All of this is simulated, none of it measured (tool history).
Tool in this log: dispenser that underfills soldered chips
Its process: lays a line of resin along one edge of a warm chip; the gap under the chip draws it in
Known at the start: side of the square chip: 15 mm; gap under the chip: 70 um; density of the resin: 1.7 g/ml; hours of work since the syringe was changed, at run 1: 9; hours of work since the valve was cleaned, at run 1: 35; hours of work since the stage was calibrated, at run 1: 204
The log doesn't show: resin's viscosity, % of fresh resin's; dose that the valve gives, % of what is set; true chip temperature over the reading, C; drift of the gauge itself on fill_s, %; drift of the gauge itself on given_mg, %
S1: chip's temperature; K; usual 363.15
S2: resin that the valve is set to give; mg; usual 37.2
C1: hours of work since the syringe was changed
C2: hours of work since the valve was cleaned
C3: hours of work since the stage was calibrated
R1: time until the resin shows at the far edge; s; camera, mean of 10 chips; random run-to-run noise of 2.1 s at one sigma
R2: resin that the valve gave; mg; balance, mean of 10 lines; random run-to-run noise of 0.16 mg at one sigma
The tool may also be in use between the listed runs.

run	hour	S1	S2	C1	C2	C3	R1	R2
1	0	363.15	37.2	9	35	204	258.9	36.07
# hour 2.5: new syringe of resin
2	6.7	363.15	42.1	2	39	208	209.9	40.67
3	13.1	363.15	42.1	6	42	212	234	40.67
4	19.3	363.15	42.1	10	46	216	261.3	40.32
# hour 20.3: new syringe of resin
5	28.6	363.15	37.2	5	52	221	229.8	35.47
6	35.6	373.15	37.2	9	56	225	195.3	35.27
# hour 37.6: new syringe of resin
7	46	366.15	37.2	5	62	231	214.4	35.44
# hour 55.3: new syringe of resin
8	58.3	366.15	37.2	2	69	239	190.9	35.24
9	69	366.15	37.2	8	75	245	232.4	34.7
# hour 73.8: new syringe of resin
10	78.5	366.15	37.2	3	81	251	206.4	34.62
# hour 91.3: new syringe of resin
11	91.3	363.15	37	0	89	258	205.5	34.05
12	100	363.15	37.2	5	94	263	236.7	34.15
# hour 103.2: dispensing valve cleaned and set on the balance
# hour 110.1: new syringe of resin
13	114.1	378.15	44	2	6	271	135.6	43.89
14	123.2	378.15	44	8	12	276	160	43.53
# hour 127.5: new syringe of resin
15	129.4	371.15	35.3	1	15	280	164.6	34.85
16	141.4	372.15	37.6	8	23	287	194	36.85
# hour 145.4: new syringe of resin
17	149.1	372.15	37.6	2	27	292	162.3	36.63
18	162.1	372.15	37.6	10	35	299	212.3	36.45
# hour 163.5: new syringe of resin
19	168.2	369.15	38.2	3	38	303	175.4	36.75

For run 20, what comes out?
# hour 181.1: new syringe of resin
20	181.1	366.15	46.2	0	46	310	?	?

Run 20 came out at R1 169 s, R2 44.57 mg.
Take away the tool's hidden state, keep the run-to-run variation as it was, and the same run would have given R1 179.3 s, R2 46.51 mg.
